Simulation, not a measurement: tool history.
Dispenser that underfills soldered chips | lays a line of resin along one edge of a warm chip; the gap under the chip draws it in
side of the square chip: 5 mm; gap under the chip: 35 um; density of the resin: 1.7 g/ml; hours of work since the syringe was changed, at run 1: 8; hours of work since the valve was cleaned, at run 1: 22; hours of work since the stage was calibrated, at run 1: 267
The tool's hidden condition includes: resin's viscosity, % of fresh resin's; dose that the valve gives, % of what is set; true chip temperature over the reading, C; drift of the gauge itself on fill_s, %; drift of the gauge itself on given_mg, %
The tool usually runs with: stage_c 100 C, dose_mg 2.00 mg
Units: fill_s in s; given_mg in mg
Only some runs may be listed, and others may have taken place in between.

run	hour	stage_c	dose_mg	hours of work since the syringe was changed	hours of work since the valve was cleaned	hours of work since the stage was calibrated	fill_s	given_mg
1	0.0	100	2.00	8	22	267	48.1	1.975
# hour 1.1: new syringe of resin
2	12.7	100	2.00	8	31	275	46.6	1.980
# hour 15.0: new syringe of resin
3	20.2	100	2.00	3	35	280	40.4	1.966
# hour 28.2: new syringe of resin
4	30.2	100	2.00	1	41	286	37.1	1.959
# hour 41.5: new syringe of resin
5	41.9	100	2.00	0	49	294	35.0	1.954
6	51.0	100	2.00	6	55	300	43.9	1.952
# hour 55.0: new syringe of resin
7	58.2	100	2.00	2	59	304	38.8	1.953
# hour 68.4: new syringe of resin
8	69.7	100	1.93	1	67	311	37.1	1.882
9	80.5	100	2.13	8	74	318	47.4	2.074
# hour 82.0: new syringe of resin
10	90.6	100	2.13	6	80	325	44.3	2.066
# hour 95.5: new syringe of resin
11	103.1	100	2.13	5	88	333	43.8	2.054
# hour 107.7: dispensing valve cleaned and set on the balance
# hour 109.7: new syringe of resin
12	110.8	100	2.13	1	2	337	36.2	2.127
13	119.5	100	2.13	6	7	343	46.2	2.122
# hour 123.0: new syringe of resin
14	131.2	100	2.13	5	15	350	43.7	2.116

Run 15 comes next. What will it give?
# hour 136.1: new syringe of resin
15	140.1	100	2.13	3	21	356	?	?

{"run 15": {"fill_s": 38.9, "given_mg": 2.116}}
With the hidden condition absent and the run-to-run variation left alone, this run would have shown fill_s 34.7 s, given_mg 2.133 mg.
